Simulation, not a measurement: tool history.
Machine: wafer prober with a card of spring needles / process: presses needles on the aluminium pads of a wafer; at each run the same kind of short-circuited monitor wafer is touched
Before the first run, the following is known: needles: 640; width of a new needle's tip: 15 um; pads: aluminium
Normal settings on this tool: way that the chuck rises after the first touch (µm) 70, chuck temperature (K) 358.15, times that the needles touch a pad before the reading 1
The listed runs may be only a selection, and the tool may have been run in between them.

run,hour,way that the chuck rises after the first touch (µm),chuck temperature (K),times that the needles touch a pad before the reading,resistance of one needle with its contact and lead (mohm),way that a needle slides on the pad (µm)
1,0,70,358.15,1,151,16.18
2,11.9,70,358.15,1,156,16.3
3,19.8,70,358.15,1,154,16.25
4,36.8,70,358.15,1,149,16.28
5,46.6,70,358.15,1,156,16.26
6,60.2,70,358.15,1,135,16.1
7,68.5,70,358.15,1,157,16.15
8,77,70,358.15,1,154,16.11
9,88,70,358.15,1,133,15.88
10,105.5,70,358.15,2,152,16.05
11,115.3,70,358.15,2,150,15.95
12,124.3,70,358.15,2,148,16.03
13,135,70,358.15,2,146,16.02
14,144.2,70,358.15,2,146,16.12
15,157.8,70,358.15,2,140,15.83
16,176.5,70,358.15,2,140,16.05
17,187.7,70,358.15,2,142,15.89
18,197.8,70,345.15,2,147,16.02
19,211.1,70,345.15,2,133,16
20,223.7,72,362.15,1,147,16.29
21,233,75,325.15,1,139,16.99
22,243,61,299.15,3,135,13.72
23,260.7,61,374.15,1,154,13.55
24,275.4,61,374.15,1,171,13.71
25,283.7,70,299.15,2,143,15.7
26,292.3,70,358.15,2,148,15.73
27,300.8,84,305.15,2,134,19.97
28,308.5,70,340.15,2,136,16.48
29,322.8,70,309.15,1,152,16.56
30,340,70,309.15,1,147,16.61
31,347.8,65,340.15,1,148,15.34

Put back what was entered between runs (38 entries, withheld): which listed runs does each sit between, and how does the hidden state differ from the listed run before to the listed run after?
In the gap between runs 1 and 2: tips cleaned on abrasive film (hour 3.7)
  debris on the tips, nm: 46.2 -> 59.9; way that the needles fall short of the set height, um: 1.5 -> 1.55; tips' diameter, um: 15.52 -> 15.54
  measured less the result without the state, resistance of one needle with its contact and lead (mohm): +17 -> +23; way that a needle slides on the pad (µm): -0.36 -> -0.37
In the gap between runs 2 and 3: tips cleaned on abrasive film (hour 13.4)
  debris on the tips, nm: 59.9 -> 51.8; way that the needles fall short of the set height, um: 1.55 -> 1.62; tips' diameter, um: 15.54 -> 15.57
  measured less the result without the state, resistance of one needle with its contact and lead (mohm): +23 -> +20; way that a needle slides on the pad (µm): -0.37 -> -0.38
In the gap between runs 3 and 4: tips cleaned on abrasive film (hour 22.4); tips cleaned on abrasive film (hour 32.1)
  debris on the tips, nm: 51.8 -> 41.2; way that the needles fall short of the set height, um: 1.62 -> 1.74; tips' diameter, um: 15.57 -> 15.61
  measured less the result without the state, resistance of one needle with its contact and lead (mohm): +20 -> +16; way that a needle slides on the pad (µm): -0.38 -> -0.41
In the gap between runs 4 and 5: tips cleaned on abrasive film (hour 41.2)
  debris on the tips, nm: 41.2 -> 49.7; way that the needles fall short of the set height, um: 1.74 -> 1.8; tips' diameter, um: 15.61 -> 15.63
  measured less the result without the state, resistance of one needle with its contact and lead (mohm): +16 -> +19; way that a needle slides on the pad (µm): -0.41 -> -0.43
In the gap between runs 5 and 6: tips cleaned on abrasive film (hour 50.5); tips cleaned on abrasive film (hour 60)
  debris on the tips, nm: 49.7 -> 8; way that the needles fall short of the set height, um: 1.8 -> 1.93; tips' diameter, um: 15.63 -> 15.68
  measured less the result without the state, resistance of one needle with its contact and lead (mohm): +19 -> +4; way that a needle slides on the pad (µm): -0.43 -> -0.46
In the gap between runs 7 and 8: tips cleaned on abrasive film (hour 69.9)
  debris on the tips, nm: 63.8 -> 54.5; way that the needles fall short of the set height, um: 1.93 -> 1.99; tips' diameter, um: 15.68 -> 15.7
  measured less the result without the state, resistance of one needle with its contact and lead (mohm): +25 -> +22; way that a needle slides on the pad (µm): -0.46 -> -0.47
In the gap between runs 8 and 9: tips cleaned on abrasive film (hour 79); tips cleaned on abrasive film (hour 88)
  debris on the tips, nm: 54.5 -> 6.6; way that the needles fall short of the set height, um: 1.99 -> 2.11; tips' diameter, um: 15.7 -> 15.74
  measured less the result without the state, resistance of one needle with its contact and lead (mohm): +22 -> +3; way that a needle slides on the pad (µm): -0.47 -> -0.49
In the gap between runs 9 and 10: tips cleaned on abrasive film (hour 97.1)
  debris on the tips, nm: 6.6 -> 68.7; way that the needles fall short of the set height, um: 2.11 -> 2.16; tips' diameter, um: 15.74 -> 15.76
  measured less the result without the state, resistance of one needle with its contact and lead (mohm): +3 -> +17; way that a needle slides on the pad (µm): -0.49 -> -0.51
In the gap between runs 10 and 11: tips cleaned on abrasive film (hour 106.5)
  debris on the tips, nm: 68.7 -> 65.4; way that the needles fall short of the set height, um: 2.16 -> 2.24; tips' diameter, um: 15.76 -> 15.78
  measured less the result without the state, resistance of one needle with its contact and lead (mohm): +17 -> +16; way that a needle slides on the pad (µm): -0.51 -> -0.53
In the gap between runs 11 and 12: tips cleaned on abrasive film (hour 117)
  debris on the tips, nm: 65.4 -> 62.6; way that the needles fall short of the set height, um: 2.24 -> 2.32; tips' diameter, um: 15.78 -> 15.81
  measured less the result without the state, resistance of one needle with its contact and lead (mohm): +16 -> +15; way that a needle slides on the pad (µm): -0.53 -> -0.55
In the gap between runs 12 and 13: tips cleaned on abrasive film (hour 126.8)
  debris on the tips, nm: 62.6 -> 57.4; way that the needles fall short of the set height, um: 2.32 -> 2.36; tips' diameter, um: 15.81 -> 15.83
  measured less the result without the state, resistance of one needle with its contact and lead (mohm): +15 -> +14; way that a needle slides on the pad (µm): -0.55 -> -0.56
In the gap between runs 13 and 14: tips cleaned on abrasive film (hour 136.7)
  debris on the tips, nm: 57.4 -> 60.3; way that the needles fall short of the set height, um: 2.36 -> 2.44; tips' diameter, um: 15.83 -> 15.85
  measured less the result without the state, resistance of one needle with its contact and lead (mohm): +14 -> +15; way that a needle slides on the pad (µm): -0.56 -> -0.59
In the gap between runs 14 and 15: tips cleaned on abrasive film (hour 146.6); tips cleaned on abrasive film (hour 155.6)
  debris on the tips, nm: 60.3 -> 22.2; way that the needles fall short of the set height, um: 2.44 -> 2.56; tips' diameter, um: 15.85 -> 15.9
  measured less the result without the state, resistance of one needle with its contact and lead (mohm): +15 -> +6; way that a needle slides on the pad (µm): -0.59 -> -0.6
In the gap between runs 15 and 16: tips cleaned on abrasive film (hour 164.9); tips cleaned on abrasive film (hour 174.1)
  debris on the tips, nm: 22.2 -> 28.7; way that the needles fall short of the set height, um: 2.56 -> 2.69; tips' diameter, um: 15.9 -> 15.94
  measured less the result without the state, resistance of one needle with its contact and lead (mohm): +6 -> +7; way that a needle slides on the pad (µm): -0.6 -> -0.64
In the gap between runs 16 and 17: tips cleaned on abrasive film (hour 183.3)
  debris on the tips, nm: 28.7 -> 37.9; way that the needles fall short of the set height, um: 2.69 -> 2.76; tips' diameter, um: 15.94 -> 15.97
  measured less the result without the state, resistance of one needle with its contact and lead (mohm): +7 -> +10; way that a needle slides on the pad (µm): -0.64 -> -0.65
In the gap between runs 17 and 18: tips cleaned on abrasive film (hour 192.4)
  debris on the tips, nm: 37.9 -> 49.6; way that the needles fall short of the set height, um: 2.76 -> 2.84; tips' diameter, um: 15.97 -> 15.99
  measured less the result without the state, resistance of one needle with its contact and lead (mohm): +10 -> +13; way that a needle slides on the pad (µm): -0.65 -> -0.67
In the gap between runs 18 and 19: tips cleaned on abrasive film (hour 201.8); tips cleaned on abrasive film (hour 211.1)
  debris on the tips, nm: 49.6 -> 7.1; way that the needles fall short of the set height, um: 2.84 -> 2.95; tips' diameter, um: 15.99 -> 16.03
  measured less the result without the state, resistance of one needle with its contact and lead (mohm): +13 -> +3; way that a needle slides on the pad (µm): -0.67 -> -0.7
In the gap between runs 19 and 20: tips cleaned on abrasive film (hour 220.3)
  debris on the tips, nm: 7.1 -> 33.2; way that the needles fall short of the set height, um: 2.95 -> 3.02; tips' diameter, um: 16.03 -> 16.06
  measured less the result without the state, resistance of one needle with its contact and lead (mohm): +3 -> +14; way that a needle slides on the pad (µm): -0.7 -> -0.72
In the gap between runs 20 and 21: tips cleaned on abrasive film (hour 229.5)
  debris on the tips, nm: 33.2 -> 29.5; way that the needles fall short of the set height, um: 3.02 -> 3.08; tips' diameter, um: 16.06 -> 16.08
  measured less the result without the state, resistance of one needle with its contact and lead (mohm): +14 -> +12; way that a needle slides on the pad (µm): -0.72 -> -0.73
In the gap between runs 21 and 22: tips cleaned on abrasive film (hour 239.1)
  debris on the tips, nm: 29.5 -> 37.4; way that the needles fall short of the set height, um: 3.08 -> 3.14; tips' diameter, um: 16.08 -> 16.1
  measured less the result without the state, resistance of one needle with its contact and lead (mohm): +12 -> +9; way that a needle slides on the pad (µm): -0.73 -> -0.74
In the gap between runs 22 and 23: tips cleaned on abrasive film (hour 248.6); tips cleaned on abrasive film (hour 257.6)
  debris on the tips, nm: 37.4 -> 32.7; way that the needles fall short of the set height, um: 3.14 -> 3.28; tips' diameter, um: 16.1 -> 16.15
  measured less the result without the state, resistance of one needle with its contact and lead (mohm): +9 -> +18; way that a needle slides on the pad (µm): -0.74 -> -0.77
In the gap between runs 23 and 24: tips cleaned on abrasive film (hour 267)
  debris on the tips, nm: 32.7 -> 64.5; way that the needles fall short of the set height, um: 3.28 -> 3.34; tips' diameter, um: 16.15 -> 16.17
  measured less the result without the state, resistance of one needle with its contact and lead (mohm): +18 -> +34; way that a needle slides on the pad (µm): -0.77 -> -0.8
In the gap between runs 24 and 25: tips cleaned on abrasive film (hour 276.4)
  debris on the tips, nm: 64.5 -> 59.5; way that the needles fall short of the set height, um: 3.34 -> 3.39; tips' diameter, um: 16.17 -> 16.19
  measured less the result without the state, resistance of one needle with its contact and lead (mohm): +34 -> +17; way that a needle slides on the pad (µm): -0.8 -> -0.8
In the gap between runs 25 and 26: tips cleaned on abrasive film (hour 286.2)
  debris on the tips, nm: 59.5 -> 54.1; way that the needles fall short of the set height, um: 3.39 -> 3.46; tips' diameter, um: 16.19 -> 16.21
  measured less the result without the state, resistance of one needle with its contact and lead (mohm): +17 -> +15; way that a needle slides on the pad (µm): -0.8 -> -0.81
In the gap between runs 26 and 27: tips cleaned on abrasive film (hour 295.5); height of the first contact set anew (hour 299)
  debris on the tips, nm: 54.1 -> 47.7; way that the needles fall short of the set height, um: 3.46 -> 0; tips' diameter, um: 16.21 -> 16.24
  measured less the result without the state, resistance of one needle with its contact and lead (mohm): +15 -> +9; way that a needle slides on the pad (µm): -0.81 -> +0
In the gap between runs 27 and 28: tips cleaned on abrasive film (hour 305.4)
  debris on the tips, nm: 47.7 -> 33; way that the needles fall short of the set height, um: 0 -> 0.06; tips' diameter, um: 16.24 -> 16.26
  measured less the result without the state, resistance of one needle with its contact and lead (mohm): +9 -> +9; way that a needle slides on the pad (µm): +0 -> -0.02
In the gap between runs 28 and 29: tips cleaned on abrasive film (hour 315.9)
  debris on the tips, nm: 33 -> 57.1; way that the needles fall short of the set height, um: 0.06 -> 0.12; tips' diameter, um: 16.26 -> 16.28
  measured less the result without the state, resistance of one needle with its contact and lead (mohm): +9 -> +25; way that a needle slides on the pad (µm): -0.02 -> -0.03
In the gap between runs 29 and 30: tips cleaned on abrasive film (hour 325.1); tips cleaned on abrasive film (hour 334.5)
  debris on the tips, nm: 57.1 -> 50.5; way that the needles fall short of the set height, um: 0.12 -> 0.25; tips' diameter, um: 16.28 -> 16.33
  measured less the result without the state, resistance of one needle with its contact and lead (mohm): +25 -> +22; way that a needle slides on the pad (µm): -0.03 -> -0.06
In the gap between runs 30 and 31: tips cleaned on abrasive film (hour 344.5)
  debris on the tips, nm: 50.5 -> 34.2; way that the needles fall short of the set height, um: 0.25 -> 0.33; tips' diameter, um: 16.33 -> 16.35
  measured less the result without the state, resistance of one needle with its contact and lead (mohm): +22 -> +17; way that a needle slides on the pad (µm): -0.06 -> -0.08
